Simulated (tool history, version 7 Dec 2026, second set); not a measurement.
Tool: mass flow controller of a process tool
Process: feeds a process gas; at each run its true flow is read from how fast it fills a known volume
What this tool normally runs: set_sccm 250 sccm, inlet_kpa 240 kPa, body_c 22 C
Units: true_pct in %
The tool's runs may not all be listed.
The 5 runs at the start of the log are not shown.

| run | hour | set_sccm | inlet_kpa | body_c | true_pct |
|---|---|---|---|---|---|
| 6 | 670.6 | 190 | 240 | 22 | 99.16 |
| 7 | 892.7 | 190 | 240 | 22 | 99.24 |
| 8 | 1007.7 | 250 | 240 | 32 | 100.11 |
| 9 | 1102.9 | 250 | 240 | 32 | 100.14 |
| 10 | 1300.2 | 250 | 240 | 32 | 100.12 |
| 11 | 1491.8 | 250 | 240 | 32 | 100.14 |
| 12 | 1648.5 | 250 | 240 | 32 | 100.25 |
| 13 | 1848.3 | 250 | 240 | 32 | 100.17 |
| 14 | 1983.2 | 250 | 240 | 22 | 99.12 |
| 15 | 2198.2 | 250 | 240 | 22 | 99.26 |
| 16 | 2369 | 90 | 168 | 22 | 98.71 |
| 17 | 2536.7 | 90 | 168 | 22 | 98.56 |
| 18 | 2720.6 | 90 | 168 | 22 | 98.74 |
| 19 | 2846.6 | 63 | 240 | 22 | 98.86 |
| 20 | 3049.1 | 101 | 261 | 25 | 99.13 |
| 21 | 3206.9 | 53 | 261 | 25 | 99.13 |
| 22 | 3391.5 | 53 | 261 | 25 | 99.12 |
| 23 | 3552.6 | 53 | 172 | 24 | 98.9 |
| 24 | 3648.3 | 71 | 155 | 38 | 100.19 |
| 25 | 3858.7 | 141 | 236 | 22 | 99 |
| 26 | 4069.1 | 141 | 236 | 22 | 98.98 |
| 27 | 4274 | 141 | 236 | 22 | 99 |
| 28 | 4463.1 | 195 | 242 | 32 | 100.17 |
| 29 | 4648.3 | 250 | 168 | 28 | 99.6 |
| 30 | 4789.9 | 250 | 168 | 28 | 99.64 |

Predict each of these 4 candidate next runs independently; none follows another, all start after run 30:
| A | 4928.2 | 215 | 168 | 28 | ? |
| B | 4928.2 | 86 | 240 | 28 | ? |
| C | 4928.2 | 139 | 161 | 20 | ? |
| D | 4928.2 | 54 | 240 | 22 | ? |

| run | true_pct |
|---|---|
| A | 99.53 |
| B | 99.33 |
| C | 98.64 |
| D | 98.75 |
Without the tool's unlogged condition, the same runs would have read:
| run | true_pct |
|---|---|
| A | 99.53 |
| B | 99.32 |
| C | 98.64 |
| D | 98.73 |
